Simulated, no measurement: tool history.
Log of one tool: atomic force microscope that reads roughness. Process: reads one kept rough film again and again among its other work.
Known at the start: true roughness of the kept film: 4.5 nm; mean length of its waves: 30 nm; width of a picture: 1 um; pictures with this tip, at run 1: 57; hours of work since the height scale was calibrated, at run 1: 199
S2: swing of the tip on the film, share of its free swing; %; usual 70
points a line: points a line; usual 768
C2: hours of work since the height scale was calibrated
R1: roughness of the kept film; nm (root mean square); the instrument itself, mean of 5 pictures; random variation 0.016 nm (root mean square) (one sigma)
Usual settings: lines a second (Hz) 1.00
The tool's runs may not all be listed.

run 1 hour=0.0 | lines_a_second_(Hz)=1.00 S2=70 points_a_line=768 | pictures_with_this_tip=57 C2=199 | R1=3.593
run 2 hour=7.1 | lines_a_second_(Hz)=1.00 S2=70 points_a_line=768 | pictures_with_this_tip=71 C2=204 | R1=3.542
run 3 hour=15.3 | lines_a_second_(Hz)=1.00 S2=70 points_a_line=768 | pictures_with_this_tip=87 C2=210 | R1=3.481
run 4 hour=22.5 | lines_a_second_(Hz)=1.00 S2=70 points_a_line=768 | pictures_with_this_tip=102 C2=215 | R1=3.426
run 5 hour=28.3 | lines_a_second_(Hz)=1.00 S2=70 points_a_line=768 | pictures_with_this_tip=113 C2=219 | R1=3.379
run 6 hour=39.6 | lines_a_second_(Hz)=1.00 S2=70 points_a_line=768 | pictures_with_this_tip=135 C2=227 | R1=3.295
run 7 hour=45.9 | lines_a_second_(Hz)=1.00 S2=70 points_a_line=768 | pictures_with_this_tip=148 C2=232 | R1=3.245
run 8 hour=56.3 | lines_a_second_(Hz)=1.00 S2=59 points_a_line=768 | pictures_with_this_tip=168 C2=239 | R1=3.297
run 9 hour=65.6 | lines_a_second_(Hz)=1.00 S2=59 points_a_line=768 | pictures_with_this_tip=187 C2=246 | R1=3.191
run 10 hour=70.5 | lines_a_second_(Hz)=1.00 S2=59 points_a_line=768 | pictures_with_this_tip=196 C2=250 | R1=3.182
run 11 hour=77.9 | lines_a_second_(Hz)=1.00 S2=70 points_a_line=768 | pictures_with_this_tip=211 C2=255 | R1=3.045
run 12 hour=88.8 | lines_a_second_(Hz)=1.00 S2=70 points_a_line=768 | pictures_with_this_tip=233 C2=263 | R1=2.978
-- hour=98.2 new tip fitted
run 13 hour=100.4 | lines_a_second_(Hz)=1.00 S2=70 points_a_line=768 | pictures_with_this_tip=4 C2=271 | R1=3.856
run 14 hour=111.9 | lines_a_second_(Hz)=1.00 S2=70 points_a_line=768 | pictures_with_this_tip=27 C2=279 | R1=3.776
run 15 hour=122.6 | lines_a_second_(Hz)=1.00 S2=70 points_a_line=768 | pictures_with_this_tip=48 C2=287 | R1=3.686
run 16 hour=128.7 | lines_a_second_(Hz)=1.00 S2=70 points_a_line=768 | pictures_with_this_tip=60 C2=291 | R1=3.613
run 17 hour=138.1 | lines_a_second_(Hz)=1.00 S2=70 points_a_line=768 | pictures_with_this_tip=79 C2=298 | R1=3.578
run 18 hour=145.2 | lines_a_second_(Hz)=1.00 S2=70 points_a_line=768 | pictures_with_this_tip=93 C2=303 | R1=3.509
run 19 hour=150.5 | lines_a_second_(Hz)=3.41 S2=70 points_a_line=345 | pictures_with_this_tip=103 C2=307 | R1=3.063
run 20 hour=158.6 | lines_a_second_(Hz)=3.41 S2=70 points_a_line=345 | pictures_with_this_tip=119 C2=313 | R1=2.996
run 21 hour=168.0 | lines_a_second_(Hz)=2.82 S2=87 points_a_line=847 | pictures_with_this_tip=138 C2=320 | R1=2.570
run 22 hour=176.4 | lines_a_second_(Hz)=2.82 S2=87 points_a_line=847 | pictures_with_this_tip=154 C2=326 | R1=2.522
-- hour=177.9 height scale calibrated on a step standard
run 23 hour=185.5 | lines_a_second_(Hz)=0.95 S2=69 points_a_line=538 | pictures_with_this_tip=170 C2=5 | R1=3.232
run 24 hour=195.5 | lines_a_second_(Hz)=0.95 S2=69 points_a_line=538 | pictures_with_this_tip=190 C2=13 | R1=3.203
run 25 hour=205.2 | lines_a_second_(Hz)=1.89 S2=60 points_a_line=538 | pictures_with_this_tip=209 C2=20 | R1=3.089
run 26 hour=210.5 | lines_a_second_(Hz)=1.89 S2=60 points_a_line=538 | pictures_with_this_tip=220 C2=24 | R1=3.072
run 27 hour=220.1 | lines_a_second_(Hz)=0.92 S2=70 points_a_line=679 | pictures_with_this_tip=239 C2=30 | R1=3.023
-- hour=226.4 new tip fitted
run 28 hour=226.9 | lines_a_second_(Hz)=1.00 S2=70 points_a_line=839 | pictures_with_this_tip=1 C2=35 | R1=3.892
-- hour=237.2 height scale calibrated on a step standard, once more
run 29 hour=237.7 | lines_a_second_(Hz)=2.74 S2=70 points_a_line=283 | pictures_with_this_tip=20 C2=0 | R1=3.408
run 30 hour=246.9 | lines_a_second_(Hz)=2.74 S2=70 points_a_line=283 | pictures_with_this_tip=38 C2=7 | R1=3.331
run 31 hour=256.4 | lines_a_second_(Hz)=2.74 S2=70 points_a_line=283 | pictures_with_this_tip=57 C2=14 | R1=3.237
run 32 hour=266.2 | lines_a_second_(Hz)=2.74 S2=70 points_a_line=283 | pictures_with_this_tip=76 C2=21 | R1=3.194
run 33 hour=273.8 | lines_a_second_(Hz)=2.74 S2=70 points_a_line=283 | pictures_with_this_tip=92 C2=26 | R1=3.148
run 34 hour=282.9 | lines_a_second_(Hz)=2.74 S2=70 points_a_line=283 | pictures_with_this_tip=109 C2=33 | R1=3.074
run 35 hour=293.2 | lines_a_second_(Hz)=1.83 S2=87 points_a_line=262 | pictures_with_this_tip=130 C2=40 | R1=2.786
run 36 hour=301.9 | lines_a_second_(Hz)=0.77 S2=58 points_a_line=768 | pictures_with_this_tip=147 C2=47 | R1=3.381

4 ways to go on from here, each from the tool as it stands after run 36. What would each give?
run A hour=311.6 | lines_a_second_(Hz)=0.77 S2=58 points_a_line=622 | pictures_with_this_tip=166 C2=54 | R1=?
run B hour=311.6 | lines_a_second_(Hz)=1.00 S2=70 points_a_line=832 | pictures_with_this_tip=166 C2=54 | R1=?
run C hour=311.6 | lines_a_second_(Hz)=1.00 S2=70 points_a_line=469 | pictures_with_this_tip=166 C2=54 | R1=?
run D hour=311.6 | lines_a_second_(Hz)=0.98 S2=89 points_a_line=340 | pictures_with_this_tip=166 C2=54 | R1=?

run=A R1=3.335
run=B R1=3.222
run=C R1=3.222
run=D R1=2.944
Without the tool's hidden state the same runs would have given:
run=A R1=4.016
run=B R1=3.880
run=C R1=3.880
run=D R1=3.547
